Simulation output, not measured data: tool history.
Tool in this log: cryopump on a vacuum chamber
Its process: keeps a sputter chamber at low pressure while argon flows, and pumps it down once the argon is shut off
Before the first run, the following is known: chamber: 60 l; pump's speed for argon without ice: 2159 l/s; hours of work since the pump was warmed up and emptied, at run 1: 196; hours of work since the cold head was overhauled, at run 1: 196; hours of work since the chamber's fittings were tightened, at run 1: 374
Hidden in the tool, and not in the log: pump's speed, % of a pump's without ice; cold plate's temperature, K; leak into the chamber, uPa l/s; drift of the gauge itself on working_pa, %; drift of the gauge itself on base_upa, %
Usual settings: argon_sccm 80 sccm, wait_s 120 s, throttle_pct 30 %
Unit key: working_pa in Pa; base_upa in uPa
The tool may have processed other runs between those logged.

run,hour,argon_sccm,wait_s,throttle_pct,hours of work since the pump was warmed up and emptied,hours of work since the cold head was overhauled,hours of work since the chamber's fittings were tightened,working_pa,base_upa
1,0.0,80,120,30,196,196,374,0.2120,0.85
2,21.5,80,120,39,206,206,385,0.1629,0.86
3,47.7,81,120,30,219,219,398,0.2131,0.84
4,63.2,80,120,30,226,226,405,0.2106,0.87
5,85.0,80,120,30,237,237,416,0.2129,0.90
6,109.5,77,120,30,249,249,428,0.2043,0.91
7,132.4,77,120,30,260,260,439,0.2048,0.94
8,162.5,77,120,30,275,275,454,0.2047,0.92
9,192.7,80,120,34,290,290,468,0.1869,0.97
10,213.1,80,120,34,300,300,478,0.1872,0.96
11,236.7,80,120,19,311,311,490,0.3327,0.96
12,264.5,80,120,19,325,325,503,0.3312,0.98
13,292.1,80,120,43,338,338,517,0.1490,0.99
14,320.6,80,120,43,352,352,531,0.1497,1.01
15,344.4,80,120,43,364,364,542,0.1499,0.98
16,371.9,80,120,30,377,377,556,0.2128,1.02
17,400.7,108,31,45,391,391,570,0.1945,2.07
18,419.4,108,31,45,400,400,579,0.1953,2.11
19,446.3,108,71,18,413,413,592,0.4772,1.28
20,476.3,116,21,30,428,428,607,0.3120,2.89
21,495.5,80,59,24,437,437,616,0.2664,1.46
22,523.9,88,93,45,451,451,630,0.1584,1.22
23,544.0,88,93,45,461,461,640,0.1594,1.22
24,568.5,42,74,16,473,473,652,0.2096,1.34
25,596.9,36,37,16,487,487,665,0.1781,1.95
26,610.1,36,37,16,493,493,672,0.1783,1.94
27,629.1,33,37,19,502,502,681,0.1371,2.00
28,647.0,81,25,46,511,511,690,0.1439,2.63
29,677.4,81,25,16,526,526,705,0.4021,2.61
30,690.2,116,25,44,532,532,711,0.2158,2.67
31,704.5,95,32,37,539,539,718,0.2089,2.24
32,724.8,142,147,22,549,549,728,0.5179,1.16

For some of the steps in working_pa from one run to the next: how much would appear even if the tool had no hidden state, given the settings, what came in and random variation, and how much remains for the hidden state plus any gauge scatter that the measured result and the result without hidden state don't share?
Run 18 -> 19: wait_s 31 -> 71, throttle_pct 45 -> 18. working_pa +0.2819 Pa: hidden state +0.0002, all else +0.2817.
Run 23 -> 24: argon_sccm 88 -> 42, wait_s 93 -> 74, throttle_pct 45 -> 16. working_pa +0.0502 Pa: hidden state -0.0032, all else +0.0534.
Run 27 -> 28: argon_sccm 33 -> 81, wait_s 37 -> 25, throttle_pct 19 -> 46. working_pa +0.0068 Pa: hidden state +0.0038, all else +0.0030.
Run 28 -> 29: throttle_pct 46 -> 16. working_pa +0.2582 Pa: hidden state +0.0002, all else +0.2580.
Run 31 -> 32: argon_sccm 95 -> 142, wait_s 32 -> 147, throttle_pct 37 -> 22. working_pa +0.3090 Pa: hidden state +0.0041, all else +0.3049.
